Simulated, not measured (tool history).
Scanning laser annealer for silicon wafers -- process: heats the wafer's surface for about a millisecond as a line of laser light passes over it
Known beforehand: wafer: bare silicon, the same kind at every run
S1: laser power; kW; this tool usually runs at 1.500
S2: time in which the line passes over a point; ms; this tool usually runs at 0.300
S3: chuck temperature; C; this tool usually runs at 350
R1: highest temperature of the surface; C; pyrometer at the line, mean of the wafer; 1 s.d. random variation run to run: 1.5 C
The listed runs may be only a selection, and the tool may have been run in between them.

run,hour,S1,S2,S3,R1
1,0.0,1.500,0.300,350,1140
2,38.3,1.500,0.300,350,1142
3,101.6,1.500,0.352,350,1198
4,156.5,1.500,0.300,389,1179
5,196.0,1.500,0.300,350,1140
6,250.6,1.500,0.300,350,1141
7,283.0,1.500,0.300,350,1139
8,343.4,1.500,0.300,350,1141
9,397.2,1.500,0.300,350,1140
10,431.1,1.500,0.300,350,1143
11,485.6,1.500,0.300,350,1140
# hour 504.8: window over the wafer cleaned
12,547.9,1.500,0.300,350,1139
13,584.7,1.500,0.300,350,1139
14,644.9,1.500,0.300,350,1144
15,709.9,1.500,0.300,350,1143
16,745.1,1.500,0.300,350,1140
17,779.8,1.500,0.300,350,1140
18,834.5,1.500,0.300,350,1140
19,868.4,1.500,0.300,350,1140
20,927.0,1.500,0.300,350,1139
21,962.4,1.513,0.300,350,1144
22,1013.3,1.513,0.300,350,1148
23,1054.1,1.513,0.300,350,1147
24,1080.6,1.513,0.300,350,1147
25,1115.8,1.384,0.263,330,1012
26,1176.2,1.500,0.220,350,1040
27,1207.5,1.500,0.264,383,1127
28,1241.8,1.508,0.238,350,1064
# hour 1291.1: window over the wafer cleaned
29,1301.5,1.325,0.304,344,1044
30,1343.1,1.463,0.289,360,1115
31,1398.6,1.345,0.300,380,1086
32,1431.8,1.500,0.343,358,1196
33,1492.2,1.500,0.300,380,1173
34,1542.3,1.500,0.300,310,1101
35,1598.6,1.500,0.300,310,1097
36,1639.4,1.291,0.222,370,963
37,1674.0,1.500,0.220,383,1071
38,1717.9,1.500,0.220,383,1071
39,1769.8,1.430,0.300,350,1102
40,1795.8,1.430,0.300,350,1100
41,1860.6,1.324,0.225,371,982

Alternative continuations, all from the tool just after run 41; predict every row:
A,1902.0,1.305,0.225,334,?
B,1902.0,1.580,0.265,318,?
C,1902.0,1.470,0.265,354,?
D,1902.0,1.638,0.300,368,?

run,R1
A,939
B,1109
C,1085
D,1229
Had the tool no hidden state, the same runs would have come out as:
run,R1
A,939
B,1110
C,1085
D,1229

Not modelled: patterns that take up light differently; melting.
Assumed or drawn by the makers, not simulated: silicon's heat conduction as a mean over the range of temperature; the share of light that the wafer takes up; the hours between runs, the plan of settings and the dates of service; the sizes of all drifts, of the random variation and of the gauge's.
